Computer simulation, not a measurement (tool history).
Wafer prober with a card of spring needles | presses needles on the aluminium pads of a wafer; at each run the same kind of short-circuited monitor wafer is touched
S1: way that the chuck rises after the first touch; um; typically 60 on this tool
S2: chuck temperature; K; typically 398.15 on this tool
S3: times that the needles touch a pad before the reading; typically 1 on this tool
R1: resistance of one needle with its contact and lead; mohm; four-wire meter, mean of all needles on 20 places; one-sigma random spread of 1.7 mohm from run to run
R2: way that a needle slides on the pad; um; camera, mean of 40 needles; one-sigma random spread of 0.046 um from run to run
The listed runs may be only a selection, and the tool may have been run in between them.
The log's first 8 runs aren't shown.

run    day  S1      S2  S3   R1     R2
     2.358  -- tips cleaned on abrasive film
  9  2.462  60  398.15   1  179  11.96
     2.558  -- tips cleaned on abrasive film
 10    2.7  60  398.15   1  173  11.86
     2.783  -- tips cleaned on abrasive film
 11  2.938  60  398.15   1  177  11.88
     2.996  -- tips cleaned on abrasive film
     3.204  -- tips cleaned on abrasive film
 12  3.258  60  398.15   1  175  11.82
     3.396  -- tips cleaned on abrasive film
 13  3.567  60  398.15   2  176  11.83
     3.612  -- tips cleaned on abrasive film
     3.812  -- tips cleaned on abrasive film
     3.921  -- gauge calibrated
 14  3.942  60  398.15   2  174  12.02
     4.004  -- tips cleaned on abrasive film
     4.208  -- tips cleaned on abrasive film
 15  4.296  60  398.15   2  175  12.07
     4.408  -- tips cleaned on abrasive film
 16  4.588  60  398.15   2  176  11.97
     4.621  -- tips cleaned on abrasive film
     4.821  -- tips cleaned on abrasive film
 17  4.883  60  398.15   2  174  11.99
     5.038  -- tips cleaned on abrasive film
 18  5.133  41  398.15   2  182   8.15
     5.225  -- tips cleaned on abrasive film
     5.425  -- tips cleaned on abrasive film
 19  5.546  60  361.15   2  171  11.94
     5.617  -- tips cleaned on abrasive film
     5.842  -- tips cleaned on abrasive film
 20  5.929  60  361.15   2  167  11.98
     6.029  -- tips cleaned on abrasive film
     6.238  -- tips cleaned on abrasive film
 21  6.362  43  397.15   1  182   8.55
     6.438  -- tips cleaned on abrasive film
     6.642  -- tips cleaned on abrasive film
 22  6.642  56  298.15   3  161  11.02
     6.829  -- tips cleaned on abrasive film
     7.042  -- tips cleaned on abrasive film
 23  7.046  56  298.15   3  156  11.04
     7.229  -- tips cleaned on abrasive film
 24  7.296  60  363.15   1  168  11.82
     7.421  -- tips cleaned on abrasive film
     7.629  -- tips cleaned on abrasive film
 25  7.667  60  398.15   3  174  11.85
     7.821  -- tips cleaned on abrasive film
 26  7.862  53  338.15   2  163  10.38

The next listed run, before its measurement:
     8.025  -- tips cleaned on abrasive film
     8.217  -- tips cleaned on abrasive film
 27  8.221  53  338.15   2   ?   ?

{"run 27": {"R1": 166, "R2": 10.45}}
Take away the tool's hidden state, keep the run-to-run variation as it was, and the same run would have given R1 166 mohm, R2 10.73 um.
